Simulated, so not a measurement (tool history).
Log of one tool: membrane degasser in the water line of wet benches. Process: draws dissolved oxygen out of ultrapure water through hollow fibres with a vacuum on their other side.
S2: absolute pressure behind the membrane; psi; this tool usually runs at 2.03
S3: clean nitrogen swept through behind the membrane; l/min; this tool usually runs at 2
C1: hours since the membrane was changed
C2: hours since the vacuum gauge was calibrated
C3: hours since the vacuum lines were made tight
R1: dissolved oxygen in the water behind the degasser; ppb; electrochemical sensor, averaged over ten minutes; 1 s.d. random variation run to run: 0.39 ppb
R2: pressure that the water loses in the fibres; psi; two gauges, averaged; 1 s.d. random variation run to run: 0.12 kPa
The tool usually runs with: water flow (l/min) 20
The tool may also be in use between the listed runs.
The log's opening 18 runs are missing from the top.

Run 19, hour 2299.6: usual settings but water flow (l/min) 19, S2 3.95 psi, S3 0.96 l/min; C1 7928; C2 6639; C3 533. Result: R1 961.2 ppb, R2 4.856 psi.
Run 20, hour 2385: usual settings but water flow (l/min) 19, S2 3.95 psi, S3 0.96 l/min; C1 8013; C2 6724; C3 618. Result: R1 958.8 ppb, R2 4.891 psi.
At hour 2502.8: vacuum gauge calibrated.
Run 21, hour 2550.1: usual settings but water flow (l/min) 19, S2 3.95 psi, S3 0.96 l/min; C1 8178; C2 47; C3 783. Result: R1 952.5 ppb, R2 4.876 psi.
Run 22, hour 2711.1: usual settings but S2 2.65 psi; C1 8339; C2 208; C3 944. Result: R1 348.3 ppb, R2 5.115 psi.
Run 23, hour 2811.5: usual settings but water flow (l/min) 30, S2 4.84 psi; C1 8439; C2 309; C3 1044. Result: R1 944.3 ppb, R2 7.7 psi.
Run 24, hour 2897.1: usual settings but S2 3.38 psi, S3 1.95 l/min; C1 8525; C2 394; C3 1130. Result: R1 467.7 ppb, R2 5.124 psi.
Run 25, hour 3005.5: usual settings but S2 3.38 psi, S3 1.95 l/min; C1 8633; C2 503; C3 1238. Result: R1 467.6 ppb, R2 5.121 psi.
Run 26, hour 3183.2: usual settings but S2 3.38 psi, S3 1.95 l/min; C1 8811; C2 680; C3 1416. Result: R1 468 ppb, R2 5.129 psi.
Run 27, hour 3352.1: usual settings but S2 2.44 psi; C1 8980; C2 849; C3 1585. Result: R1 318 ppb, R2 5.166 psi.
Run 28, hour 3495.5: usual settings but S2 2.44 psi; C1 9123; C2 993; C3 1728. Result: R1 317.4 ppb, R2 5.147 psi.

Run 29 comes next. What will it give?
Run 29, hour 3616.4: usual settings but water flow (l/min) 16, S2 3.74 psi, S3 1.05 l/min; C1 9244; C2 1114; C3 1849. Result: R1 ?, R2 ?.

{"run 29": {"R1": 730.9, "R2": 4.122}}
Without the tool's hidden state the same run would have given R1 729.2 ppb, R2 3.932 psi.

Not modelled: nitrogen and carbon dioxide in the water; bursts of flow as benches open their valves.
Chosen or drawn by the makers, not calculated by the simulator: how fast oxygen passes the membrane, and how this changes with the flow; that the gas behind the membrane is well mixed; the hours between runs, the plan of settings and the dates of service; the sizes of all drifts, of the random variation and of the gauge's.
